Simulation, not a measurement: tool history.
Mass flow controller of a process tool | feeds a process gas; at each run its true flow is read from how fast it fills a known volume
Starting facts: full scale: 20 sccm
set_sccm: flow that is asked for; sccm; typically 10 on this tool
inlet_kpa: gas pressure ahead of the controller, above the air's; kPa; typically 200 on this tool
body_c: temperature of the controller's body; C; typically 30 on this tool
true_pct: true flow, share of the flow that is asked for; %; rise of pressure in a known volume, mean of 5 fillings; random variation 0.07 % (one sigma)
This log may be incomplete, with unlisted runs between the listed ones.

Run 1, day 0: usual settings. Result: true_pct 98.41 %.
Run 2, day 2.071: usual settings. Result: true_pct 98.63 %.
Run 3, day 4.058: usual settings. Result: true_pct 98.64 %.
Run 4, day 7.854: usual settings but inlet_kpa 237 kPa. Result: true_pct 98.35 %.
Run 5, day 9.725: usual settings but set_sccm 19 sccm. Result: true_pct 99.93 %.
Run 6, day 12.846: usual settings but set_sccm 19 sccm. Result: true_pct 99.97 %.
Run 7, day 16.654: usual settings but set_sccm 19 sccm. Result: true_pct 99.99 %.
Run 8, day 20.696: usual settings but set_sccm 19 sccm. Result: true_pct 99.91 %.
Run 9, day 23.2: usual settings but set_sccm 19 sccm. Result: true_pct 99.96 %.
Run 10, day 27.154: usual settings but set_sccm 19 sccm. Result: true_pct 99.89 %.
Run 11, day 29.717: usual settings but inlet_kpa 212 kPa. Result: true_pct 98.71 %.
Run 12, day 33.583: usual settings but inlet_kpa 212 kPa. Result: true_pct 98.77 %.
Run 13, day 36.404: usual settings but inlet_kpa 212 kPa. Result: true_pct 98.85 %.
Run 14, day 38.525: usual settings but inlet_kpa 150 kPa. Result: true_pct 99.1 %.
Run 15, day 41.988: usual settings but inlet_kpa 150 kPa. Result: true_pct 99.18 %.
Run 16, day 45.9: usual settings but body_c 24 C. Result: true_pct 99.69 %.
Run 17, day 48.512: usual settings but body_c 38 C. Result: true_pct 97.91 %.
Run 18, day 52.338: usual settings but body_c 38 C. Result: true_pct 98.06 %.
Run 19, day 56.55: usual settings but inlet_kpa 199 kPa, body_c 38 C. Result: true_pct 98 %.
Run 20, day 60.271: usual settings but inlet_kpa 199 kPa, body_c 38 C. Result: true_pct 98.11 %.
Run 21, day 62.021: usual settings but body_c 21 C. Result: true_pct 100.06 %.
Run 22, day 64.504: usual settings but body_c 21 C. Result: true_pct 100.21 %.
Run 23, day 66.458: usual settings but body_c 21 C. Result: true_pct 100.29 %.
At day 66.788: controller's zero set anew.
Run 24, day 68.333: usual settings but body_c 21 C. Result: true_pct 100.57 %.
Run 25, day 72.279: usual settings but body_c 33 C. Result: true_pct 98.99 %.
Run 26, day 76.412: usual settings but set_sccm 13 sccm, body_c 32 C. Result: true_pct 99.5 %.
Run 27, day 79.921: usual settings but set_sccm 13 sccm, body_c 32 C. Result: true_pct 99.55 %.
At day 83.238: controller's zero set anew, once more.
Run 28, day 83.838: usual settings but set_sccm 3 sccm, inlet_kpa 225 kPa, body_c 36 C. Result: true_pct 97.01 %.
Run 29, day 87.579: usual settings but set_sccm 3 sccm, inlet_kpa 225 kPa, body_c 36 C. Result: true_pct 97.08 %.
Run 30, day 91.742: usual settings but set_sccm 3 sccm, inlet_kpa 225 kPa, body_c 36 C. Result: true_pct 97.24 %.
Run 31, day 93.862: usual settings but set_sccm 3 sccm, inlet_kpa 225 kPa, body_c 36 C. Result: true_pct 97.19 %.
Run 32, day 97.233: usual settings but set_sccm 3 sccm, inlet_kpa 225 kPa, body_c 36 C. Result: true_pct 97.36 %.
Run 33, day 100.062: usual settings but set_sccm 14 sccm, inlet_kpa 146 kPa, body_c 36 C. Result: true_pct 99.18 %.
Run 34, day 104.038: usual settings but set_sccm 14 sccm, inlet_kpa 146 kPa, body_c 36 C. Result: true_pct 99.22 %.
Run 35, day 108.133: usual settings but set_sccm 3 sccm, body_c 35 C. Result: true_pct 97.53 %.
Run 36, day 109.967: usual settings but set_sccm 19 sccm, inlet_kpa 151 kPa. Result: true_pct 100.64 %.
Run 37, day 112.883: usual settings but set_sccm 19 sccm, inlet_kpa 151 kPa. Result: true_pct 100.76 %.
Run 38, day 116.292: usual settings but set_sccm 7 sccm, body_c 39 C. Result: true_pct 97.78 %.
Run 39, day 120.479: usual settings but inlet_kpa 261 kPa. Result: true_pct 98.85 %.
Run 40, day 123.762: usual settings but inlet_kpa 145 kPa, body_c 27 C. Result: true_pct 99.97 %.
Run 41, day 126.588: usual settings but set_sccm 8 sccm, inlet_kpa 149 kPa, body_c 21 C. Result: true_pct 100.21 %.
Run 42, day 128.883: usual settings but set_sccm 8 sccm, inlet_kpa 149 kPa, body_c 21 C. Result: true_pct 100.37 %.
Run 43, day 131.762: usual settings but set_sccm 8 sccm, inlet_kpa 149 kPa, body_c 21 C. Result: true_pct 100.39 %.
Run 44, day 133.775: usual settings but inlet_kpa 151 kPa, body_c 29 C. Result: true_pct 99.86 %.
Run 45, day 136.558: usual settings but set_sccm 4 sccm. Result: true_pct 98.79 %.

Here are 5 independent what-if runs from the current tool condition. What would each one return?
Run A, day 140.592: usual settings but set_sccm 4 sccm, inlet_kpa 173 kPa, body_c 28 C. Result: true_pct ?.
Run B, day 140.592: usual settings but body_c 27 C. Result: true_pct ?.
Run C, day 140.592: usual settings but set_sccm 9 sccm, body_c 23 C. Result: true_pct ?.
Run D, day 140.592: usual settings but inlet_kpa 221 kPa, body_c 31 C. Result: true_pct ?.
Run E, day 140.592: usual settings but inlet_kpa 192 kPa, body_c 26 C. Result: true_pct ?.

run  true_pct
  A      99.1
  B     99.77
  C    100.17
  D     99.14
  E     99.98
Take away the tool's hidden state, keep each run's random variation, and the runs would have read:
run  true_pct
  A     97.28
  B     98.25
  C     98.63
  D     97.63
  E     98.47
